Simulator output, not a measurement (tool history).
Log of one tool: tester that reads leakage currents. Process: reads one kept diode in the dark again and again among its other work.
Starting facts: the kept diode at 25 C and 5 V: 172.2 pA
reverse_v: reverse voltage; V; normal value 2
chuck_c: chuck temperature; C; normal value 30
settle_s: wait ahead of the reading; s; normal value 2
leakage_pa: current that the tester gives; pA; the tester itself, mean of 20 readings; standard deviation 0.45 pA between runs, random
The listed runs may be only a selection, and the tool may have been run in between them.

run    hour  reverse_v  chuck_c  settle_s  leakage_pa
  1       0          2       30         2      156.31
  2   205.8          2       30      2.38      157.52
  3   353.3          2       30      2.38      158.56
  4   483.8          2       30      2.38      159.42
  5   735.6          2       30      2.38      160.72
  6   886.6          2       30      2.38      162.18
  7  1053.7          2       30      2.38      164.02
  8  1210.7          2       30      2.38      164.68
  9  1330.5      16.38       30         2      557.51
 10  1482.6      16.38       30      0.67       564.7
 11    1688      16.38       30      0.67      568.83
 12  1930.5       7.09       30      0.67       351.9
     2040.2  -- chuck's temperature calibrated
 13  2063.6       2.44       30      0.67      174.34
     2192.1  -- tester calibrated
 14  2206.7       2.85       30       4.2      186.54
 15  2499.8       8.96       30       3.6      369.02

Expected results for the next run?
 16  2694.4          2       40      0.85           ?

{"run 16": {"leakage_pa": 314.33}}
Take away the tool's hidden state, keep the run-to-run variation as it was, and the same run would have given leakage_pa 302.57 pA.
